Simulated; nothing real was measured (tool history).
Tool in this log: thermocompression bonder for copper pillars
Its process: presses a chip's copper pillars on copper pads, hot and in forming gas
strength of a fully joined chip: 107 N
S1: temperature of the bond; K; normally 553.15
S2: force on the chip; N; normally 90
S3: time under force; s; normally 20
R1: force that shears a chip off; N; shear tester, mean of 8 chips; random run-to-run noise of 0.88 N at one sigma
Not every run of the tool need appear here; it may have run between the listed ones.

Run 1, hour 0.0: usual settings. Result: R1 72.0 N.
Run 2, hour 15.3: usual settings. Result: R1 71.1 N.
Run 3, hour 36.9: usual settings. Result: R1 72.4 N.
Run 4, hour 70.0: usual settings. Result: R1 71.7 N.
Run 5, hour 106.4: usual settings. Result: R1 71.3 N.
Run 6, hour 141.8: usual settings. Result: R1 72.6 N.
Run 7, hour 161.6: usual settings. Result: R1 71.2 N.
Run 8, hour 183.0: usual settings. Result: R1 73.4 N.
Run 9, hour 214.3: usual settings. Result: R1 72.7 N.
Run 10, hour 249.0: usual settings. Result: R1 70.4 N.
Run 11, hour 281.8: usual settings. Result: R1 71.9 N.
Run 12, hour 306.1: usual settings but S2 124 N. Result: R1 87.2 N.
Run 13, hour 329.9: usual settings but S2 83 N, S3 21 s. Result: R1 69.1 N.
Run 14, hour 350.3: usual settings but S1 541.15 K, S2 63 N, S3 52 s. Result: R1 63.0 N.
Run 15, hour 378.7: usual settings but S1 544.15 K, S2 113 N, S3 48 s. Result: R1 92.6 N.
Run 16, hour 399.7: usual settings but S1 523.15 K, S3 16 s. Result: R1 47.4 N.
Run 17, hour 432.3: usual settings but S1 558.15 K, S2 56 N, S3 19 s. Result: R1 49.4 N.
Run 18, hour 455.6: usual settings but S1 558.15 K, S2 84 N, S3 31 s. Result: R1 79.0 N.
Run 19, hour 491.8: usual settings but S1 541.15 K, S2 84 N, S3 24 s. Result: R1 63.0 N.
Run 20, hour 528.1: usual settings but S1 541.15 K, S2 84 N, S3 24 s. Result: R1 64.2 N.
Run 21, hour 553.8: usual settings but S1 541.15 K, S2 84 N, S3 24 s. Result: R1 63.9 N.
Run 22, hour 569.7: usual settings but S1 541.15 K, S2 84 N, S3 24 s. Result: R1 64.3 N.
Run 23, hour 598.6: usual settings but S1 576.15 K, S2 128 N, S3 11 s. Result: R1 90.4 N.

Each row is a separate what-if for the run after 23, all from the same tool condition, not one after another. Results?
Run A, hour 623.5: usual settings but S1 565.15 K, S2 124 N, S3 15 s. Result: R1 ?.
Run B, hour 623.5: usual settings but S1 577.15 K, S3 50 s. Result: R1 ?.
Run C, hour 623.5: usual settings but S1 546.15 K, S2 56 N, S3 28 s. Result: R1 ?.
Run D, hour 623.5: usual settings but S1 581.15 K, S2 119 N, S3 12 s. Result: R1 ?.

run    R1
  A  89.7
  B  97.1
  C  50.9
  D  90.7
Had the tool no hidden state, the same runs would have come out as:
run    R1
  A  89.8
  B  97.2
  C  50.9
  D  90.8

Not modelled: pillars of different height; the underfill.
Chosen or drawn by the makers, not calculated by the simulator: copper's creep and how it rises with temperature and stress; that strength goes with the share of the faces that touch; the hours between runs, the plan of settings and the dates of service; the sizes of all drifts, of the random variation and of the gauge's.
